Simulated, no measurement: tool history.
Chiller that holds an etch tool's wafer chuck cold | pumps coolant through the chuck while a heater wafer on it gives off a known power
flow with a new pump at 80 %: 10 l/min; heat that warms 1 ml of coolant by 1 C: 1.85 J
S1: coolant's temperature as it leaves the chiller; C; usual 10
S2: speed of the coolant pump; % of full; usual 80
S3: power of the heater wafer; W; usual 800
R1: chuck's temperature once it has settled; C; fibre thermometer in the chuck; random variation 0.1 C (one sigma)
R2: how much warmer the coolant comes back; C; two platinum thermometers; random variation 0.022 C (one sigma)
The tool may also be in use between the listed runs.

{"run": 1, "hour": 0.0, "S1": 10, "S2": 80, "S3": 800, "R1": 20.9, "R2": 2.67}
{"run": 2, "hour": 36.1, "S1": 1, "S2": 80, "S3": 800, "R1": 11.7, "R2": 2.64}
{"run": 3, "hour": 75.1, "S1": 10, "S2": 61, "S3": 800, "R1": 23.5, "R2": 3.59}
{"run": 4, "hour": 115.4, "S1": 10, "S2": 61, "S3": 800, "R1": 23.5, "R2": 3.53}
{"run": 5, "hour": 153.0, "S1": 10, "S2": 84, "S3": 800, "R1": 20.4, "R2": 2.53}
{"run": 6, "hour": 182.1, "S1": 10, "S2": 84, "S3": 800, "R1": 20.4, "R2": 2.53}
{"run": 7, "hour": 227.7, "S1": 10, "S2": 84, "S3": 800, "R1": 20.4, "R2": 2.54}
{"run": 8, "hour": 270.4, "S1": 10, "S2": 84, "S3": 800, "R1": 20.5, "R2": 2.55}
{"run": 9, "hour": 313.1, "S1": 10, "S2": 84, "S3": 800, "R1": 20.6, "R2": 2.51}
{"run": 10, "hour": 340.5, "S1": 10, "S2": 84, "S3": 800, "R1": 20.4, "R2": 2.54}
{"run": 11, "hour": 382.9, "S1": 19, "S2": 83, "S3": 646, "R1": 27.5, "R2": 2.08}
{"run": 12, "hour": 405.9, "S1": 19, "S2": 83, "S3": 646, "R1": 27.5, "R2": 2.05}
{"run": 13, "hour": 440.7, "S1": 6, "S2": 68, "S3": 1144, "R1": 23.7, "R2": 4.53}
{"run": 14, "hour": 472.7, "S1": 1, "S2": 82, "S3": 800, "R1": 11.8, "R2": 2.56}
{"run": 15, "hour": 510.6, "S1": 0, "S2": 70, "S3": 952, "R1": 14.5, "R2": 3.71}
{"run": 16, "hour": 547.4, "S1": 18, "S2": 73, "S3": 704, "R1": 28.5, "R2": 2.55}
{"run": 17, "hour": 578.0, "S1": 18, "S2": 73, "S3": 704, "R1": 28.4, "R2": 2.59}

Some steps in R1 between neighbouring runs. How much of each would the tool show without its hidden state too (settings, what came in, random variation), and how much is left for the hidden state, with any gauge scatter that isn't in both results?
The hidden state here: heat passed by the chuck's channels, % of clean ones'; flow at a given pump speed, % of a new pump's; coolant's true temperature over the reading, C; drift of the gauge itself on chuck_c, C; drift of the gauge itself on warmer_back_c, C.
Run 12 -> 13: S1 19 -> 6, S2 83 -> 68, S3 646 -> 1144. R1 -3.8 C: hidden state +0.7, all else -4.5.
Run 15 -> 16: S1 0 -> 18, S2 70 -> 73, S3 952 -> 704. R1 +14.0 C: hidden state -0.3, all else +14.3.
